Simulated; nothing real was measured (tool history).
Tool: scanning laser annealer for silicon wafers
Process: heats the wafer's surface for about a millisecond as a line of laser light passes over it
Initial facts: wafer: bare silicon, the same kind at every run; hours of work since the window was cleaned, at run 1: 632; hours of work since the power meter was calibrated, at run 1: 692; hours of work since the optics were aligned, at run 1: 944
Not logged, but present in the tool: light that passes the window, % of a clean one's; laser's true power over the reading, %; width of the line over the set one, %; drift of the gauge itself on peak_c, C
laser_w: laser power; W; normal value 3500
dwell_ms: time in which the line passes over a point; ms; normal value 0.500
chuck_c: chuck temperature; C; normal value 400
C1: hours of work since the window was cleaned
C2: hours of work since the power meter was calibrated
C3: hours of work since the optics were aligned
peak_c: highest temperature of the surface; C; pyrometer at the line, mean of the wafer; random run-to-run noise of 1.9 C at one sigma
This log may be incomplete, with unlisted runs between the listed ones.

{"run": 1, "day": 0.0, "laser_w": 3500, "dwell_ms": 0.5, "chuck_c": 400, "C1": 632, "C2": 692, "C3": 944, "peak_c": 1231}
{"run": 2, "day": 1.767, "laser_w": 3500, "dwell_ms": 0.601, "chuck_c": 400, "C1": 658, "C2": 718, "C3": 970, "peak_c": 1306}
{"run": 3, "day": 3.279, "laser_w": 3500, "dwell_ms": 0.601, "chuck_c": 400, "C1": 680, "C2": 740, "C3": 992, "peak_c": 1311}
{"day": 4.55, "done": "window over the wafer cleaned"}
{"run": 4, "day": 4.55, "laser_w": 3500, "dwell_ms": 0.5, "chuck_c": 400, "C1": 0, "C2": 757, "C3": 1009, "peak_c": 1231}
{"run": 5, "day": 6.667, "laser_w": 3500, "dwell_ms": 0.5, "chuck_c": 400, "C1": 31, "C2": 788, "C3": 1040, "peak_c": 1228}
{"run": 6, "day": 7.592, "laser_w": 3500, "dwell_ms": 0.5, "chuck_c": 400, "C1": 45, "C2": 802, "C3": 1054, "peak_c": 1228}
{"run": 7, "day": 8.971, "laser_w": 3500, "dwell_ms": 0.5, "chuck_c": 400, "C1": 65, "C2": 822, "C3": 1074, "peak_c": 1228}
{"run": 8, "day": 10.117, "laser_w": 3500, "dwell_ms": 0.5, "chuck_c": 400, "C1": 82, "C2": 839, "C3": 1091, "peak_c": 1226}
{"run": 9, "day": 12.017, "laser_w": 3500, "dwell_ms": 0.546, "chuck_c": 400, "C1": 109, "C2": 866, "C3": 1119, "peak_c": 1269}
{"run": 10, "day": 13.021, "laser_w": 3409, "dwell_ms": 0.546, "chuck_c": 400, "C1": 124, "C2": 881, "C3": 1133, "peak_c": 1244}
{"run": 11, "day": 14.067, "laser_w": 3500, "dwell_ms": 0.5, "chuck_c": 400, "C1": 139, "C2": 896, "C3": 1149, "peak_c": 1232}
{"run": 12, "day": 15.392, "laser_w": 3500, "dwell_ms": 0.5, "chuck_c": 400, "C1": 159, "C2": 916, "C3": 1168, "peak_c": 1232}
{"run": 13, "day": 16.671, "laser_w": 3500, "dwell_ms": 0.5, "chuck_c": 400, "C1": 177, "C2": 935, "C3": 1187, "peak_c": 1230}
{"run": 14, "day": 18.4, "laser_w": 3783, "dwell_ms": 0.37, "chuck_c": 400, "C1": 203, "C2": 960, "C3": 1212, "peak_c": 1177}
{"run": 15, "day": 20.092, "laser_w": 3783, "dwell_ms": 0.37, "chuck_c": 400, "C1": 227, "C2": 985, "C3": 1237, "peak_c": 1177}
{"run": 16, "day": 22.108, "laser_w": 3783, "dwell_ms": 0.37, "chuck_c": 400, "C1": 257, "C2": 1014, "C3": 1266, "peak_c": 1172}
{"run": 17, "day": 23.179, "laser_w": 3333, "dwell_ms": 0.478, "chuck_c": 397, "C1": 273, "C2": 1030, "C3": 1282, "peak_c": 1165}
{"run": 18, "day": 24.921, "laser_w": 3333, "dwell_ms": 0.505, "chuck_c": 440, "C1": 298, "C2": 1055, "C3": 1307, "peak_c": 1230}
{"run": 19, "day": 25.962, "laser_w": 3318, "dwell_ms": 0.542, "chuck_c": 399, "C1": 313, "C2": 1071, "C3": 1323, "peak_c": 1212}

For run 20, what comes out?
{"run": 20, "day": 27.946, "laser_w": 3318, "dwell_ms": 0.542, "chuck_c": 399, "C1": 342, "C2": 1100, "C3": 1352, "peak_c": "?"}

Run 20 came out at peak_c 1214 C.
Had the tool carried no hidden state, the very same run would have given peak_c 1215 C.
